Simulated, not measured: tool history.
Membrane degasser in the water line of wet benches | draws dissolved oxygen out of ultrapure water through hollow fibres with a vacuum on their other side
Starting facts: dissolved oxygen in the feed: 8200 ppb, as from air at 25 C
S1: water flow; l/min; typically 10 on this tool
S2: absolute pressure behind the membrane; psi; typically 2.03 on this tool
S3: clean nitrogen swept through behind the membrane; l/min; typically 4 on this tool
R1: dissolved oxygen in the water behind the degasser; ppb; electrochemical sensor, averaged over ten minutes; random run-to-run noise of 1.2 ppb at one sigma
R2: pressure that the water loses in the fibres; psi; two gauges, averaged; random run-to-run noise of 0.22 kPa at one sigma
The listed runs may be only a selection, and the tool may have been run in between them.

run 1 day=0 | S1=10 S2=2.03 S3=4 | R1=113.5 R2=7.686
run 2 day=5.354 | S1=10 S2=2.03 S3=4 | R1=114.7 R2=7.652
run 3 day=12.325 | S1=10 S2=3.52 S3=4 | R1=174.4 R2=7.651
run 4 day=16.208 | S1=10 S2=3.52 S3=4 | R1=172.8 R2=7.661
run 5 day=19.817 | S1=10 S2=3.52 S3=4 | R1=172.9 R2=7.667
run 6 day=24.533 | S1=10 S2=2.03 S3=4 | R1=111.2 R2=7.642
run 7 day=27.821 | S1=7 S2=2.03 S3=4 | R1=57.2 R2=5.401
run 8 day=34.467 | S1=7 S2=2.03 S3=4 | R1=56.1 R2=5.363
run 9 day=39.312 | S1=7 S2=2.03 S3=4 | R1=54.9 R2=5.395
run 10 day=45.567 | S1=7 S2=2.03 S3=4 | R1=56.7 R2=5.366
run 11 day=51.579 | S1=10 S2=2.03 S3=4 | R1=114.3 R2=7.59
run 12 day=57.75 | S1=10 S2=2.03 S3=4 | R1=112.6 R2=7.709
run 13 day=61.642 | S1=10 S2=2.03 S3=4 | R1=111.8 R2=7.665
run 14 day=68.417 | S1=10 S2=2.03 S3=4 | R1=110.7 R2=7.674
run 15 day=72.625 | S1=10 S2=2.03 S3=4 | R1=113.1 R2=7.654
run 16 day=76.167 | S1=10 S2=2.03 S3=4 | R1=111.1 R2=7.604
run 17 day=80.904 | S1=10 S2=4.76 S3=1.74 | R1=434.1 R2=7.723
run 18 day=85.342 | S1=10 S2=1.62 S3=1.74 | R1=158.1 R2=7.683
run 19 day=90.188 | S1=10 S2=1.62 S3=1.74 | R1=158.4 R2=7.707
run 20 day=96.775 | S1=6 S2=2 S3=1.74 | R1=92.3 R2=4.615
run 21 day=103.05 | S1=10 S2=4.5 S3=8.78 | R1=122.9 R2=7.612
-- day=107.229 vacuum gauge calibrated
run 22 day=107.846 | S1=10 S2=4.5 S3=8.78 | R1=125.1 R2=7.668
run 23 day=113.662 | S1=11 S2=4.5 S3=2.14 | R1=392.9 R2=8.427
run 24 day=120.525 | S1=10 S2=3.29 S3=1.89 | R1=289.5 R2=7.687
run 25 day=124.9 | S1=15 S2=1.39 S3=1.89 | R1=294.4 R2=11.523
run 26 day=129.883 | S1=15 S2=1.39 S3=1.89 | R1=296.9 R2=11.477
run 27 day=133.925 | S1=15 S2=2.44 S3=2.75 | R1=354.1 R2=11.52
run 28 day=137.45 | S1=15 S2=4.15 S3=2.75 | R1=495.7 R2=11.541
run 29 day=141.779 | S1=15 S2=1.46 S3=2.2 | R1=289.3 R2=11.494
run 30 day=146.771 | S1=15 S2=1.46 S3=2.2 | R1=292.4 R2=11.562
run 31 day=151.188 | S1=15 S2=1.46 S3=2.2 | R1=295.8 R2=11.474
run 32 day=155.375 | S1=8 S2=1.38 S3=6.99 | R1=35 R2=6.195

Here are 4 independent what-if runs from the current tool condition. What would each one return?
run A day=161.071 | S1=9 S2=1.38 S3=3.41 | R1=? R2=?
run B day=161.071 | S1=8 S2=1.38 S3=6.55 | R1=? R2=?
run C day=161.071 | S1=7 S2=1.38 S3=6.99 | R1=? R2=?
run D day=161.071 | S1=10 S2=3.38 S3=4 | R1=? R2=?

run=A R1=70.8 R2=6.923
run=B R1=37.5 R2=6.112
run=C R1=25 R2=5.369
run=D R1=168.6 R2=7.674
Take away the tool's hidden state, keep each run's random variation, and the runs would have read:
run=A R1=70.7 R2=6.92
run=B R1=37.4 R2=6.109
run=C R1=24.9 R2=5.366
run=D R1=168.5 R2=7.67

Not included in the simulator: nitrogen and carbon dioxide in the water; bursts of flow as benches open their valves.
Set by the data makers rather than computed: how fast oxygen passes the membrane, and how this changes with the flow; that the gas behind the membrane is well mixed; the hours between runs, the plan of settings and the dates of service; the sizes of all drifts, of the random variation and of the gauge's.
